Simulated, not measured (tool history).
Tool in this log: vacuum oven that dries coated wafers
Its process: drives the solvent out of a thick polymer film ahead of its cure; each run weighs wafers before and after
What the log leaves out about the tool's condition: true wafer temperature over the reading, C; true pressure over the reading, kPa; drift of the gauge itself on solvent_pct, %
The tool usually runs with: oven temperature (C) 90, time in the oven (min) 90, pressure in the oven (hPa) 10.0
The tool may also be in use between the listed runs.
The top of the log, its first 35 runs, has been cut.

run	hour	oven temperature (C)	time in the oven (min)	pressure in the oven (hPa)	hours of work since the thermocouples were calibrated	hours of work since the vacuum gauge was cleaned of residue	solvent left in the film (%)
36	687.3	80	60	9.1	240	150	5.73
37	711.5	85	112	14.1	257	167	2.56
38	740.3	98	90	5.6	277	187	0.83
39	764.0	101	71	36.9	294	203	2.79
40	793.0	77	105	21.1	314	223	5.46
41	812.3	85	82	27.5	327	237	5.04
42	833.2	85	108	10.5	342	252	2.16
43	855.1	81	90	22.8	357	267	5.26
44	882.0	96	90	10.0	376	286	1.24

Forecast each of these 5 alternatives for the next run:
A	908.6	90	90	16.6	395	304	?
B	908.6	98	83	5.3	395	304	?
C	908.6	94	90	25.3	395	304	?
D	908.6	84	90	10.0	395	304	?
E	908.6	104	115	9.8	395	304	?

run	solvent left in the film (%)
A	2.67
B	0.85
C	2.63
D	3.04
E	0.73
Stripped of hidden state, with their random variation kept, the same runs would have yielded:
run	solvent left in the film (%)
A	2.43
B	0.71
C	2.42
D	2.75
E	0.64
